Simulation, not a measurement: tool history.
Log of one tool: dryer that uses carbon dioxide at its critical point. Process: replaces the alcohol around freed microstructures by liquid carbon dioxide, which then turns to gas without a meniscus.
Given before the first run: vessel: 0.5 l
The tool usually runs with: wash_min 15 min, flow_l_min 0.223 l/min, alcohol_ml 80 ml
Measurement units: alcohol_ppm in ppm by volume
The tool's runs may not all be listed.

{"run": 1, "hour": 0.0, "wash_min": 15, "flow_l_min": 0.223, "alcohol_ml": 80, "alcohol_ppm": 1239}
{"run": 2, "hour": 16.4, "wash_min": 15, "flow_l_min": 0.223, "alcohol_ml": 80, "alcohol_ppm": 1231}
{"run": 3, "hour": 37.1, "wash_min": 15, "flow_l_min": 0.223, "alcohol_ml": 80, "alcohol_ppm": 1269}
{"run": 4, "hour": 52.0, "wash_min": 15, "flow_l_min": 0.223, "alcohol_ml": 80, "alcohol_ppm": 1297}
{"run": 5, "hour": 66.8, "wash_min": 15, "flow_l_min": 0.223, "alcohol_ml": 80, "alcohol_ppm": 1303}
{"run": 6, "hour": 89.5, "wash_min": 15, "flow_l_min": 0.223, "alcohol_ml": 80, "alcohol_ppm": 1301}
{"run": 7, "hour": 112.3, "wash_min": 17, "flow_l_min": 0.223, "alcohol_ml": 80, "alcohol_ppm": 732}
{"run": 8, "hour": 132.7, "wash_min": 17, "flow_l_min": 0.223, "alcohol_ml": 80, "alcohol_ppm": 759}
{"run": 9, "hour": 153.0, "wash_min": 17, "flow_l_min": 0.223, "alcohol_ml": 80, "alcohol_ppm": 777}
{"run": 10, "hour": 174.2, "wash_min": 15, "flow_l_min": 0.258, "alcohol_ml": 80, "alcohol_ppm": 684}
{"run": 11, "hour": 196.2, "wash_min": 15, "flow_l_min": 0.223, "alcohol_ml": 80, "alcohol_ppm": 1439}
{"run": 12, "hour": 218.4, "wash_min": 15, "flow_l_min": 0.223, "alcohol_ml": 41, "alcohol_ppm": 796}
{"run": 13, "hour": 230.7, "wash_min": 15, "flow_l_min": 0.223, "alcohol_ml": 80, "alcohol_ppm": 1531}
{"run": 14, "hour": 248.9, "wash_min": 15, "flow_l_min": 0.223, "alcohol_ml": 80, "alcohol_ppm": 1512}
{"run": 15, "hour": 261.5, "wash_min": 15, "flow_l_min": 0.223, "alcohol_ml": 80, "alcohol_ppm": 1574}
{"run": 16, "hour": 270.8, "wash_min": 15, "flow_l_min": 0.223, "alcohol_ml": 80, "alcohol_ppm": 1529}
{"run": 17, "hour": 286.4, "wash_min": 15, "flow_l_min": 0.175, "alcohol_ml": 80, "alcohol_ppm": 4348}
{"run": 18, "hour": 296.5, "wash_min": 15, "flow_l_min": 0.175, "alcohol_ml": 80, "alcohol_ppm": 4336}
{"run": 19, "hour": 312.7, "wash_min": 15, "flow_l_min": 0.175, "alcohol_ml": 80, "alcohol_ppm": 4425}
{"run": 20, "hour": 329.2, "wash_min": 15, "flow_l_min": 0.175, "alcohol_ml": 80, "alcohol_ppm": 4482}
{"run": 21, "hour": 350.6, "wash_min": 15, "flow_l_min": 0.223, "alcohol_ml": 80, "alcohol_ppm": 1695}
{"run": 22, "hour": 360.7, "wash_min": 15, "flow_l_min": 0.223, "alcohol_ml": 80, "alcohol_ppm": 1732}
{"run": 23, "hour": 377.8, "wash_min": 15, "flow_l_min": 0.223, "alcohol_ml": 80, "alcohol_ppm": 1737}
{"run": 24, "hour": 391.1, "wash_min": 15, "flow_l_min": 0.223, "alcohol_ml": 80, "alcohol_ppm": 1742}
{"run": 25, "hour": 406.8, "wash_min": 15, "flow_l_min": 0.223, "alcohol_ml": 80, "alcohol_ppm": 1774}
{"run": 26, "hour": 420.2, "wash_min": 20, "flow_l_min": 0.223, "alcohol_ml": 36, "alcohol_ppm": 213}
{"run": 27, "hour": 429.8, "wash_min": 20, "flow_l_min": 0.223, "alcohol_ml": 36, "alcohol_ppm": 220}
{"run": 28, "hour": 440.2, "wash_min": 13, "flow_l_min": 0.223, "alcohol_ml": 27, "alcohol_ppm": 1105}
{"run": 29, "hour": 461.8, "wash_min": 13, "flow_l_min": 0.238, "alcohol_ml": 27, "alcohol_ppm": 892}
{"run": 30, "hour": 480.7, "wash_min": 11, "flow_l_min": 0.145, "alcohol_ml": 46, "alcohol_ppm": 11596}
{"run": 31, "hour": 495.1, "wash_min": 17, "flow_l_min": 0.197, "alcohol_ml": 48, "alcohol_ppm": 1165}
{"run": 32, "hour": 513.1, "wash_min": 17, "flow_l_min": 0.197, "alcohol_ml": 45, "alcohol_ppm": 1129}
{"run": 33, "hour": 526.1, "wash_min": 17, "flow_l_min": 0.197, "alcohol_ml": 45, "alcohol_ppm": 1139}
{"run": 34, "hour": 539.7, "wash_min": 12, "flow_l_min": 0.313, "alcohol_ml": 48, "alcohol_ppm": 704}
{"run": 35, "hour": 555.4, "wash_min": 15, "flow_l_min": 0.299, "alcohol_ml": 57, "alcohol_ppm": 338}
{"run": 36, "hour": 564.8, "wash_min": 15, "flow_l_min": 0.344, "alcohol_ml": 57, "alcohol_ppm": 149}
{"run": 37, "hour": 586.3, "wash_min": 15, "flow_l_min": 0.356, "alcohol_ml": 28, "alcohol_ppm": 81}
{"run": 38, "hour": 608.6, "wash_min": 13, "flow_l_min": 0.155, "alcohol_ml": 80, "alcohol_ppm": 11854}
{"run": 39, "hour": 629.4, "wash_min": 14, "flow_l_min": 0.154, "alcohol_ml": 49, "alcohol_ppm": 6213}
{"hour": 633.9, "done": "inlet filter changed"}
{"run": 40, "hour": 651.4, "wash_min": 11, "flow_l_min": 0.258, "alcohol_ml": 21, "alcohol_ppm": 582}
{"run": 41, "hour": 669.4, "wash_min": 16, "flow_l_min": 0.36, "alcohol_ml": 78, "alcohol_ppm": 62}
{"run": 42, "hour": 679.0, "wash_min": 24, "flow_l_min": 0.24, "alcohol_ml": 35, "alcohol_ppm": 43}
{"run": 43, "hour": 697.0, "wash_min": 22, "flow_l_min": 0.223, "alcohol_ml": 28, "alcohol_ppm": 71}
{"run": 44, "hour": 715.1, "wash_min": 13, "flow_l_min": 0.321, "alcohol_ml": 80, "alcohol_ppm": 320}
{"run": 45, "hour": 738.0, "wash_min": 13, "flow_l_min": 0.321, "alcohol_ml": 80, "alcohol_ppm": 321}
{"run": 46, "hour": 747.8, "wash_min": 15, "flow_l_min": 0.142, "alcohol_ml": 72, "alcohol_ppm": 6086}

3 options for the next run, each taken on its own from the tool as it stands now. Forecast them:
{"run": "A", "hour": 757.5, "wash_min": 15, "flow_l_min": 0.145, "alcohol_ml": 72, "alcohol_ppm": "?"}
{"run": "B", "hour": 757.5, "wash_min": 13, "flow_l_min": 0.296, "alcohol_ml": 46, "alcohol_ppm": "?"}
{"run": "C", "hour": 757.5, "wash_min": 18, "flow_l_min": 0.162, "alcohol_ml": 47, "alcohol_ppm": "?"}

run=A alcohol_ppm=5787
run=B alcohol_ppm=321
run=C alcohol_ppm=1272
Had the tool no hidden state, the same runs would have come out as:
run=A alcohol_ppm=5262
run=B alcohol_ppm=250
run=C alcohol_ppm=1101

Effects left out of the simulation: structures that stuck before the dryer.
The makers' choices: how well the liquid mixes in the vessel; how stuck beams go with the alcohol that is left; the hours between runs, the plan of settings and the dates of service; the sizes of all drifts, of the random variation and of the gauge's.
